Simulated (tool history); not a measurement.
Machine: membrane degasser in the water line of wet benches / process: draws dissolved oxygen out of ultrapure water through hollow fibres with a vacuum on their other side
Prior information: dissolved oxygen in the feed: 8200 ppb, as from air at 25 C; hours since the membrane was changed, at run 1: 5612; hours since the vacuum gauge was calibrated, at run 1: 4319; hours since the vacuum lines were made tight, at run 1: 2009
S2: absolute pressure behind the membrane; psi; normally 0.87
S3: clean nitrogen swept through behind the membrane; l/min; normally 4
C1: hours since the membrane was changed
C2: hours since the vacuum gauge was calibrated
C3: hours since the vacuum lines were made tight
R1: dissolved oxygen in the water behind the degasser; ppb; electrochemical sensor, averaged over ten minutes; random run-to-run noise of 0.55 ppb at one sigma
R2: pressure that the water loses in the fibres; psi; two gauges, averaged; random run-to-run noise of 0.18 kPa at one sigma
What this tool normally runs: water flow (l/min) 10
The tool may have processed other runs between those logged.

{"run": 1, "hour": 0.0, "water flow (l/min)": 10, "S2": 0.87, "S3": 4, "C1": 5612, "C2": 4319, "C3": 2009, "R1": 46.5, "R2": 4.631}
{"run": 2, "hour": 96.0, "water flow (l/min)": 10, "S2": 0.87, "S3": 4, "C1": 5708, "C2": 4415, "C3": 2105, "R1": 47, "R2": 4.572}
{"run": 3, "hour": 256.3, "water flow (l/min)": 10, "S2": 0.87, "S3": 4, "C1": 5868, "C2": 4575, "C3": 2265, "R1": 46.1, "R2": 4.545}
{"run": 4, "hour": 420.3, "water flow (l/min)": 10, "S2": 0.87, "S3": 4, "C1": 6032, "C2": 4739, "C3": 2429, "R1": 47.2, "R2": 4.532}
{"run": 5, "hour": 518.6, "water flow (l/min)": 10, "S2": 0.87, "S3": 4, "C1": 6130, "C2": 4838, "C3": 2527, "R1": 46.5, "R2": 4.559}
{"run": 6, "hour": 690.2, "water flow (l/min)": 10, "S2": 0.87, "S3": 4, "C1": 6302, "C2": 5009, "C3": 2699, "R1": 47.6, "R2": 4.545}
{"run": 7, "hour": 812.0, "water flow (l/min)": 10, "S2": 0.87, "S3": 4, "C1": 6424, "C2": 5131, "C3": 2821, "R1": 46.8, "R2": 4.495}
{"run": 8, "hour": 888.5, "water flow (l/min)": 15, "S2": 0.87, "S3": 4, "C1": 6500, "C2": 5207, "C3": 2897, "R1": 138.4, "R2": 6.789}
{"run": 9, "hour": 987.6, "water flow (l/min)": 15, "S2": 0.87, "S3": 4, "C1": 6599, "C2": 5307, "C3": 2996, "R1": 140.8, "R2": 6.781}
{"run": 10, "hour": 1136.0, "water flow (l/min)": 15, "S2": 0.87, "S3": 4, "C1": 6748, "C2": 5455, "C3": 3145, "R1": 141.6, "R2": 6.727}
{"run": 11, "hour": 1253.3, "water flow (l/min)": 15, "S2": 0.87, "S3": 4, "C1": 6865, "C2": 5572, "C3": 3262, "R1": 140, "R2": 6.783}
{"run": 12, "hour": 1425.9, "water flow (l/min)": 9, "S2": 0.908, "S3": 2.31, "C1": 7037, "C2": 5745, "C3": 3434, "R1": 48.9, "R2": 4.052}
{"run": 13, "hour": 1556.3, "water flow (l/min)": 10, "S2": 0.582, "S3": 3.7, "C1": 7168, "C2": 5875, "C3": 3565, "R1": 34.6, "R2": 4.44}
{"run": 14, "hour": 1631.3, "water flow (l/min)": 10, "S2": 1.885, "S3": 6.85, "C1": 7243, "C2": 5950, "C3": 3640, "R1": 64.6, "R2": 4.499}
{"run": 15, "hour": 1783.2, "water flow (l/min)": 11, "S2": 1.888, "S3": 2.89, "C1": 7395, "C2": 6102, "C3": 3792, "R1": 129.6, "R2": 4.915}
{"run": 16, "hour": 1952.9, "water flow (l/min)": 9, "S2": 1.375, "S3": 2.72, "C1": 7564, "C2": 6272, "C3": 3961, "R1": 70.8, "R2": 3.989}
{"run": 17, "hour": 2055.2, "water flow (l/min)": 6, "S2": 0.87, "S3": 2.6, "C1": 7667, "C2": 6374, "C3": 4064, "R1": 18.7, "R2": 2.68}
{"run": 18, "hour": 2146.2, "water flow (l/min)": 7, "S2": 1.102, "S3": 2.6, "C1": 7758, "C2": 6465, "C3": 4155, "R1": 35.3, "R2": 3.101}
{"hour": 2169.8, "done": "gauge calibrated"}
{"run": 19, "hour": 2289.4, "water flow (l/min)": 10, "S2": 0.87, "S3": 1.71, "C1": 7901, "C2": 6608, "C3": 4298, "R1": 67.6, "R2": 4.592}

Run 20 comes next. What will it give?
{"run": 20, "hour": 2372.1, "water flow (l/min)": 10, "S2": 0.703, "S3": 1.71, "C1": 7984, "C2": 6691, "C3": 4381, "R1": "?", "R2": "?"}

R1: 53.3 ppb
R2: 4.545 psi
Were there no unlogged condition in the tool, this run, its random variation unchanged, would have produced R1 53.2 ppb, R2 4.557 psi.
